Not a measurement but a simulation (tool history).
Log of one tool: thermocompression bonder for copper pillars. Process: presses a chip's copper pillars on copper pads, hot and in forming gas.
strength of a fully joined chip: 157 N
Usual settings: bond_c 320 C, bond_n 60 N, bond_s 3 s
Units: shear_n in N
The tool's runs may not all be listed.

run,hour,bond_c,bond_n,bond_s,shear_n
1,0,320,60,3,60.4
2,33.1,319,60,3,59.6
3,83.4,319,60,3,59.8
4,129.6,319,60,3,59.7
# hour 144.9: forming gas filter changed
5,170.8,314,60,3,56.6
6,229.1,320,60,2,51.1
7,263.7,320,60,2,50.9
8,314.8,320,60,2,51.1
9,344.3,320,60,2,50.6
10,380.5,320,60,2,50.8
11,421.3,326,60,3,62.8
12,452.6,307,39,2,34
13,489.4,307,39,2,33.7
# hour 494.3: heater calibrated with a thermocouple chip
14,524,307,39,2,32.9
15,571.2,314,48,2,41.3
16,637,320,60,5,71.8
17,669.7,308,69,5,69.3
18,724.6,320,68,3,64.3
19,786.2,320,68,3,63.3
20,847.8,309,56,2,43.3
# hour 857.4: forming gas filter changed
21,882.9,320,49,7,72.2

Forecast each of these 4 alternatives for the next run:
A,921.3,344,60,6,?
B,921.3,344,45,4,?
C,921.3,342,39,2,?
D,921.3,320,70,3,?

run,shear_n
A,90.9
B,67.9
C,46.8
D,64
Without the tool's hidden state the same runs would have given:
run,shear_n
A,93.4
B,69.8
C,48.2
D,65.8
